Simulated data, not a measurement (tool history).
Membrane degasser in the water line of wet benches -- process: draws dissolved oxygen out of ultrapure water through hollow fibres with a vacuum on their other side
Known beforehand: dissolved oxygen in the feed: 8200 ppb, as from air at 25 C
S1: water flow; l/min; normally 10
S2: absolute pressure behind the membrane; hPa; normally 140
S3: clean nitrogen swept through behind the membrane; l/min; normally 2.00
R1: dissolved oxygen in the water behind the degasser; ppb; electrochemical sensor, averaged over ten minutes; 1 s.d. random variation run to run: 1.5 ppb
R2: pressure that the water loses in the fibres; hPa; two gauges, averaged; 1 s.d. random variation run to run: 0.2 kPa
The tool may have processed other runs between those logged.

| run | day | S1 | S2 | S3 | R1 | R2 |
|---|---|---|---|---|---|---|
| 1 | 0.000 | 10 | 140 | 2.00 | 151.3 | 417.9 |
| 2 | 5.858 | 10 | 140 | 2.00 | 151.8 | 418.1 |
| 3 | 13.246 | 10 | 273 | 2.00 | 306.4 | 415.2 |
| 4 | 19.571 | 10 | 273 | 2.00 | 308.1 | 416.0 |
| 5 | 33.025 | 10 | 140 | 2.00 | 151.1 | 417.8 |
| 6 | 44.121 | 10 | 85 | 2.00 | 85.0 | 417.0 |
| 7 | 52.200 | 10 | 85 | 2.00 | 85.9 | 415.0 |
| 8 | 63.796 | 10 | 140 | 2.00 | 150.4 | 416.8 |
| 9 | 74.542 | 10 | 140 | 2.00 | 153.1 | 416.3 |
| 10 | 85.708 | 10 | 140 | 2.00 | 151.1 | 416.2 |
| 11 | 95.854 | 10 | 140 | 2.00 | 151.9 | 413.9 |
| 12 | 103.317 | 10 | 140 | 2.00 | 149.4 | 416.2 |
| 13 | 115.500 | 10 | 140 | 2.00 | 148.9 | 412.4 |
| 14 | 126.125 | 15 | 140 | 2.00 | 286.9 | 621.6 |
| 15 | 133.833 | 15 | 140 | 2.00 | 286.4 | 620.4 |
| 16 | 140.571 | 15 | 140 | 2.00 | 280.1 | 616.4 |
| 17 | 151.571 | 8 | 140 | 1.20 | 179.2 | 330.1 |
| 18 | 162.308 | 6 | 153 | 1.04 | 170.4 | 245.6 |
| 19 | 172.558 | 6 | 153 | 1.04 | 169.0 | 247.8 |
| 20 | 178.908 | 6 | 319 | 2.81 | 155.2 | 249.3 |
| 21 | 190.312 | 6 | 319 | 0.90 | 440.4 | 245.3 |
| 22 | 196.412 | 10 | 140 | 2.53 | 125.2 | 412.2 |
| 23 | 204.088 | 10 | 122 | 1.31 | 184.4 | 408.9 |
| 24 | 217.592 | 9 | 279 | 2.92 | 201.0 | 369.7 |
| 25 | 226.250 | 9 | 279 | 2.92 | 196.8 | 367.5 |
| 26 | 232.683 | 9 | 279 | 2.92 | 197.6 | 370.4 |
|  | 237.475 | vacuum gauge calibrated |
| 27 | 245.125 | 9 | 90 | 1.73 | 86.5 | 368.6 |
| 28 | 258.333 | 10 | 107 | 3.44 | 74.0 | 403.9 |
| 29 | 268.067 | 8 | 137 | 2.17 | 104.3 | 325.1 |
|  | 269.329 | seals of the vacuum lines changed |
| 30 | 279.721 | 8 | 137 | 2.17 | 102.2 | 329.3 |
| 31 | 286.108 | 10 | 156 | 4.90 | 84.0 | 407.8 |
| 32 | 299.783 | 7 | 147 | 1.28 | 156.9 | 284.1 |

Some steps in R2, run to run, broken into two amounts with sign: the step expected even without the hidden condition (settings, incoming material, random variation), and the rest, left for the hidden condition together with whatever gauge scatter is not in both the measured and the hidden-condition-free result:
What the log doesn't record here: membrane still open, %; true pressure behind the membrane over the reading, kPa; air that leaks in behind the membrane, l/min; drift of the gauge itself on oxygen_ppb, %; drift of the gauge itself on loss_of_pressure_kpa, %.
Run 13 -> 14: S1 10 -> 15. R2 +209.2 hPa: hidden state -1.9, all else +211.1.
Run 16 -> 17: S1 15 -> 8, S3 2.00 -> 1.20. R2 -286.3 hPa: hidden state +2.0, all else -288.3.
Run 21 -> 22: S1 6 -> 10, S2 319 -> 140, S3 0.90 -> 2.53. R2 +166.9 hPa: hidden state -2.1, all else +169.0.

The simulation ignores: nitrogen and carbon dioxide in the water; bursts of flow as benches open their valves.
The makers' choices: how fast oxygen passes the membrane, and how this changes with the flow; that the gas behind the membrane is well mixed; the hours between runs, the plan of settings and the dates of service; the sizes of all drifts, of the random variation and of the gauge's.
